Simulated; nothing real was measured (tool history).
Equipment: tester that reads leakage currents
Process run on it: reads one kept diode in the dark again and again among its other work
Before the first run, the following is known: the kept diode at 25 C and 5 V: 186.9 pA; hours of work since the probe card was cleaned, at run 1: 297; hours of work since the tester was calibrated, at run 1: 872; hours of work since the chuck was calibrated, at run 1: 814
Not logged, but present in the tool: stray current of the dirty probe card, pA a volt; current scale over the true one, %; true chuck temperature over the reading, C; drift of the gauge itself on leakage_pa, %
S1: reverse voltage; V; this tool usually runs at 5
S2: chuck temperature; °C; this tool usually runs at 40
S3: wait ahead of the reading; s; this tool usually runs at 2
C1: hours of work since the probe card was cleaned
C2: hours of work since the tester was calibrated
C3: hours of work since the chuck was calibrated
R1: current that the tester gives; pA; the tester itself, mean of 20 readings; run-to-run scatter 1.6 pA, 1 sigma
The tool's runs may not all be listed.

run 1 day=0 | S1=5 S2=40 S3=2 | C1=297 C2=872 C3=814 | R1=542.52
run 2 day=1.512 | S1=5 S2=40 S3=2 | C1=324 C2=899 C3=841 | R1=545.5
run 3 day=3.467 | S1=5 S2=21 S3=2 | C1=359 C2=934 C3=876 | R1=144.85
run 4 day=5.396 | S1=5 S2=21 S3=2 | C1=394 C2=968 C3=911 | R1=144.99
run 5 day=7.346 | S1=5 S2=21 S3=2 | C1=429 C2=1003 C3=946 | R1=145.17
run 6 day=8.738 | S1=5 S2=40 S3=8.43 | C1=453 C2=1028 C3=970 | R1=548.88
run 7 day=10.271 | S1=5 S2=40 S3=8.43 | C1=481 C2=1055 C3=998 | R1=551.03
run 8 day=11.325 | S1=5 S2=46 S3=2 | C1=500 C2=1074 C3=1017 | R1=808.72
run 9 day=12.292 | S1=5 S2=46 S3=2 | C1=517 C2=1092 C3=1034 | R1=815.04
run 10 day=13.521 | S1=5 S2=58 S3=2 | C1=539 C2=1114 C3=1056 | R1=1698.64
run 11 day=15.908 | S1=5 S2=40 S3=2 | C1=582 C2=1156 C3=1099 | R1=551.27
run 12 day=18.029 | S1=5 S2=40 S3=2 | C1=620 C2=1194 C3=1137 | R1=550.27
run 13 day=19.046 | S1=5 S2=40 S3=2 | C1=638 C2=1212 C3=1155 | R1=547.35
run 14 day=20.988 | S1=5 S2=40 S3=1 | C1=673 C2=1247 C3=1190 | R1=552.08
run 15 day=22.325 | S1=5 S2=40 S3=1 | C1=696 C2=1271 C3=1214 | R1=554.04
run 16 day=23.967 | S1=5 S2=40 S3=1 | C1=726 C2=1300 C3=1243 | R1=555.57
run 17 day=26.338 | S1=5 S2=40 S3=1 | C1=768 C2=1343 C3=1285 | R1=555.07
run 18 day=27.767 | S1=5 S2=40 S3=0.52 | C1=794 C2=1368 C3=1311 | R1=557.3
run 19 day=29.379 | S1=5 S2=40 S3=2 | C1=823 C2=1397 C3=1340 | R1=554.51
run 20 day=30.688 | S1=5 S2=40 S3=2 | C1=846 C2=1421 C3=1363 | R1=554.3
run 21 day=33.042 | S1=5 S2=40 S3=2 | C1=888 C2=1463 C3=1405 | R1=557.43
run 22 day=34.733 | S1=5 S2=40 S3=2 | C1=919 C2=1493 C3=1436 | R1=555.54
run 23 day=36.796 | S1=2.68 S2=45 S3=5.79 | C1=955 C2=1530 C3=1472 | R1=579.82
run 24 day=37.792 | S1=2.7 S2=40 S3=1.92 | C1=973 C2=1548 C3=1490 | R1=420.39
run 25 day=39.508 | S1=5 S2=49 S3=2 | C1=1004 C2=1578 C3=1521 | R1=995.93
run 26 day=41.075 | S1=4.89 S2=25 S3=0.45 | C1=1032 C2=1607 C3=1549 | R1=200.21
run 27 day=42.85 | S1=4.89 S2=25 S3=0.45 | C1=1064 C2=1638 C3=1581 | R1=199.66
-- day=43.075 tester calibrated
run 28 day=44.262 | S1=4.89 S2=25 S3=0.45 | C1=1088 C2=21 C3=1605 | R1=198.02
run 29 day=45.396 | S1=4.89 S2=25 S3=0.45 | C1=1108 C2=42 C3=1625 | R1=200.44
run 30 day=47.712 | S1=4.89 S2=20 S3=0.45 | C1=1149 C2=83 C3=1666 | R1=139.3
run 31 day=49.75 | S1=2.06 S2=45 S3=7.12 | C1=1186 C2=119 C3=1703 | R1=517.46
run 32 day=51.171 | S1=5 S2=22 S3=4.68 | C1=1211 C2=145 C3=1728 | R1=162.88
run 33 day=53.3 | S1=1.95 S2=40 S3=7.28 | C1=1249 C2=183 C3=1766 | R1=364.41
-- day=54.588 tester calibrated, once more
run 34 day=55.233 | S1=1.84 S2=40 S3=2.19 | C1=1282 C2=12 C3=1799 | R1=366.05
run 35 day=56.954 | S1=1.26 S2=38 S3=1.17 | C1=1313 C2=42 C3=1830 | R1=270.13
run 36 day=58.671 | S1=2.73 S2=22 S3=1.63 | C1=1344 C2=73 C3=1861 | R1=126.17
run 37 day=60.692 | S1=3.41 S2=59 S3=9.84 | C1=1380 C2=109 C3=1897 | R1=1569.3
run 38 day=62.429 | S1=2.69 S2=57 S3=9.89 | C1=1411 C2=140 C3=1928 | R1=1254.02
run 39 day=63.554 | S1=5 S2=52 S3=2 | C1=1431 C2=160 C3=1948 | R1=1231.56

Results per run with the tool's hidden condition removed, run-to-run variation unchanged:
run=1 R1=529.39
run=2 R1=531.8
run=3 R1=139.18
run=4 R1=139.02
run=5 R1=138.92
run=6 R1=532.92
run=7 R1=534.55
run=8 R1=786.29
run=9 R1=792.02
run=10 R1=1656.76
run=11 R1=533.04
run=12 R1=531.41
run=13 R1=528.27
run=14 R1=532.29
run=15 R1=533.8
run=16 R1=534.82
run=17 R1=533.65
run=18 R1=535.4
run=19 R1=532.27
run=20 R1=531.65
run=21 R1=533.88
run=22 R1=531.6
run=23 R1=557.38
run=24 R1=402.55
run=25 R1=956.97
run=26 R1=186.78
run=27 R1=185.98
run=28 R1=185.69
run=29 R1=187.77
run=30 R1=128.35
run=31 R1=498.58
run=32 R1=150.35
run=33 R1=349.27
run=34 R1=340.62
run=35 R1=251.06
run=36 R1=113.61
run=37 R1=1473.18
run=38 R1=1175.44
run=39 R1=1148.47

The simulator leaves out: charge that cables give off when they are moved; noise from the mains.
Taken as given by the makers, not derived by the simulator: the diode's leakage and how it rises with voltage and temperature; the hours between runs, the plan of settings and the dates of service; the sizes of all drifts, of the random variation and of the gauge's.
